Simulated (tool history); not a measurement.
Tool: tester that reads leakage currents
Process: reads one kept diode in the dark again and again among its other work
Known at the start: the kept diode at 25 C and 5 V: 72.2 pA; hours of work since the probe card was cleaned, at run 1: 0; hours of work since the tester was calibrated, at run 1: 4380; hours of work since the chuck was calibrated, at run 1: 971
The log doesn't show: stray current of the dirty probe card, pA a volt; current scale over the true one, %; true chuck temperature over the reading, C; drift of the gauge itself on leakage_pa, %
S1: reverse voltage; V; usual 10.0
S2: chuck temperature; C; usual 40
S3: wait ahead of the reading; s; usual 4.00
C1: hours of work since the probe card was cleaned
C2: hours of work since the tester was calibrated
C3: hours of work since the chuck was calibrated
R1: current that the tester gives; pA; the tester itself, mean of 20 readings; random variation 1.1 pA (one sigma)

run 1 day=0.000 | S1=10.0 S2=40 S3=4.00 | C1=0 C2=4380 C3=971 | R1=378.84
run 2 day=8.383 | S1=10.0 S2=40 S3=4.00 | C1=108 C2=4487 C3=1079 | R1=379.72
run 3 day=18.271 | S1=10.0 S2=40 S3=4.00 | C1=235 C2=4614 C3=1206 | R1=381.51
run 4 day=25.888 | S1=10.0 S2=40 S3=4.00 | C1=333 C2=4712 C3=1304 | R1=378.73
run 5 day=33.275 | S1=10.0 S2=40 S3=4.00 | C1=427 C2=4807 C3=1399 | R1=380.66
run 6 day=43.129 | S1=10.0 S2=40 S3=4.00 | C1=554 C2=4934 C3=1525 | R1=379.72
run 7 day=51.821 | S1=10.0 S2=40 S3=4.00 | C1=666 C2=5045 C3=1637 | R1=380.29
run 8 day=59.408 | S1=10.0 S2=52 S3=4.00 | C1=763 C2=5143 C3=1734 | R1=971.33
-- day=62.975 chuck's temperature calibrated
run 9 day=67.979 | S1=10.0 S2=52 S3=4.00 | C1=872 C2=5252 C3=64 | R1=971.66
run 10 day=72.858 | S1=10.0 S2=52 S3=4.00 | C1=935 C2=5315 C3=127 | R1=968.43
run 11 day=82.929 | S1=10.0 S2=52 S3=4.00 | C1=1064 C2=5444 C3=256 | R1=974.30
run 12 day=89.217 | S1=10.0 S2=40 S3=9.58 | C1=1145 C2=5525 C3=337 | R1=380.07
run 13 day=97.354 | S1=10.0 S2=40 S3=9.58 | C1=1250 C2=5629 C3=442 | R1=381.96
run 14 day=103.646 | S1=10.0 S2=40 S3=4.00 | C1=1330 C2=5710 C3=522 | R1=379.27
run 15 day=110.392 | S1=10.0 S2=40 S3=4.00 | C1=1417 C2=5797 C3=609 | R1=381.08
-- day=116.767 tester calibrated
run 16 day=120.367 | S1=10.0 S2=28 S3=4.00 | C1=1544 C2=46 C3=736 | R1=138.65
run 17 day=126.254 | S1=10.0 S2=42 S3=4.00 | C1=1620 C2=122 C3=812 | R1=446.59
run 18 day=136.342 | S1=10.0 S2=42 S3=2.74 | C1=1749 C2=251 C3=941 | R1=450.72
run 19 day=144.167 | S1=8.2 S2=32 S3=0.54 | C1=1850 C2=352 C3=1042 | R1=178.30
run 20 day=153.550 | S1=8.2 S2=25 S3=5.17 | C1=1970 C2=473 C3=1162 | R1=95.31
run 21 day=158.983 | S1=8.2 S2=25 S3=5.17 | C1=2040 C2=542 C3=1232 | R1=95.11
-- day=160.504 probe card cleaned and baked
run 22 day=168.000 | S1=5.8 S2=30 S3=5.99 | C1=96 C2=657 C3=1346 | R1=121.54
run 23 day=176.467 | S1=7.6 S2=34 S3=2.41 | C1=205 C2=765 C3=1455 | R1=199.05
run 24 day=185.071 | S1=17.6 S2=40 S3=4.00 | C1=316 C2=876 C3=1566 | R1=518.70
run 25 day=191.804 | S1=1.1 S2=26 S3=0.60 | C1=402 C2=962 C3=1652 | R1=34.85
run 26 day=199.658 | S1=19.6 S2=40 S3=2.12 | C1=503 C2=1063 C3=1753 | R1=552.18
-- day=201.821 chuck's temperature calibrated
run 27 day=207.108 | S1=1.9 S2=40 S3=2.12 | C1=598 C2=1158 C3=68 | R1=153.66
run 28 day=213.975 | S1=10.0 S2=55 S3=4.00 | C1=686 C2=1246 C3=156 | R1=1214.66
run 29 day=222.038 | S1=9.5 S2=33 S3=0.49 | C1=789 C2=1350 C3=260 | R1=211.15
run 30 day=228.592 | S1=2.0 S2=28 S3=4.00 | C1=874 C2=1434 C3=344 | R1=57.04
run 31 day=237.371 | S1=1.2 S2=28 S3=4.00 | C1=986 C2=1547 C3=457 | R1=43.63
run 32 day=247.704 | S1=1.2 S2=28 S3=4.00 | C1=1119 C2=1679 C3=589 | R1=43.54
run 33 day=254.467 | S1=1.2 S2=28 S3=4.00 | C1=1206 C2=1766 C3=676 | R1=43.53

How the hidden state differs across the entries between the runs, from the last listed run before each to the first after it:
Between runs 8 and 9: chuck's temperature calibrated (day 62.975)
  stray current of the dirty probe card, pA a volt: 0.027 -> 0.028; true chuck temperature over the reading, C: -0.01 -> 0
Between runs 15 and 16: tester calibrated (day 116.767)
  stray current of the dirty probe card, pA a volt: 0.033 -> 0.034; current scale over the true one, %: 0.01 -> 0
Between runs 21 and 22: probe card cleaned and baked (day 160.504)
  stray current of the dirty probe card, pA a volt: 0.038 -> 0.021
Between runs 26 and 27: chuck's temperature calibrated (day 201.821)
  no hidden state differs between the two runs
